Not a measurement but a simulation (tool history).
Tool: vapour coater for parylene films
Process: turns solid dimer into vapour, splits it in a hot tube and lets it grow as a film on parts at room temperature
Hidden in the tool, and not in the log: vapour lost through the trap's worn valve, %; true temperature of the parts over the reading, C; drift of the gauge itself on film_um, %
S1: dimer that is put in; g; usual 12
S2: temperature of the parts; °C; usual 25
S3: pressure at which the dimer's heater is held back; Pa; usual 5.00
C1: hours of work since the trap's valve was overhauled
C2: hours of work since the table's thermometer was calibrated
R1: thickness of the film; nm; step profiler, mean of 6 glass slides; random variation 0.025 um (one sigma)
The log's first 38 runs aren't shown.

{"run": 39, "day": 50.467, "S1": 6, "S2": 27, "S3": 11.2, "C1": 237, "C2": 323, "R1": 640}
{"run": 40, "day": 51.329, "S1": 6, "S2": 27, "S3": 11.2, "C1": 248, "C2": 335, "R1": 700}
{"run": 41, "day": 52.083, "S1": 13, "S2": 27, "S3": 10.02, "C1": 258, "C2": 345, "R1": 1450}
{"day": 53.154, "done": "trap's valve overhauled"}
{"run": 42, "day": 53.25, "S1": 13, "S2": 27, "S3": 10.02, "C1": 1, "C2": 358, "R1": 1630}
{"run": 43, "day": 54.417, "S1": 13, "S2": 22, "S3": 6.73, "C1": 17, "C2": 374, "R1": 1920}
{"run": 44, "day": 55.492, "S1": 14, "S2": 21, "S3": 11.36, "C1": 31, "C2": 388, "R1": 1900}
{"run": 45, "day": 56.254, "S1": 16, "S2": 20, "S3": 5.97, "C1": 42, "C2": 399, "R1": 2440}
{"run": 46, "day": 57.204, "S1": 16, "S2": 20, "S3": 5.97, "C1": 54, "C2": 411, "R1": 2430}

4 ways to go on from here, each from the tool as it stands after run 46. What would each give?
{"run": "A", "day": 58.346, "S1": 16, "S2": 21, "S3": 5.97, "C1": 70, "C2": 427, "R1": "?"}
{"run": "B", "day": 58.346, "S1": 5, "S2": 19, "S3": 7.25, "C1": 70, "C2": 427, "R1": "?"}
{"run": "C", "day": 58.346, "S1": 7, "S2": 26, "S3": 5.0, "C1": 70, "C2": 427, "R1": "?"}
{"run": "D", "day": 58.346, "S1": 14, "S2": 20, "S3": 11.65, "C1": 70, "C2": 427, "R1": "?"}

run=A R1=2380
run=B R1=780
run=C R1=970
run=D R1=1890
Without the tool's hidden state the same runs would have given:
run=A R1=2460
run=B R1=810
run=C R1=1010
run=D R1=1960

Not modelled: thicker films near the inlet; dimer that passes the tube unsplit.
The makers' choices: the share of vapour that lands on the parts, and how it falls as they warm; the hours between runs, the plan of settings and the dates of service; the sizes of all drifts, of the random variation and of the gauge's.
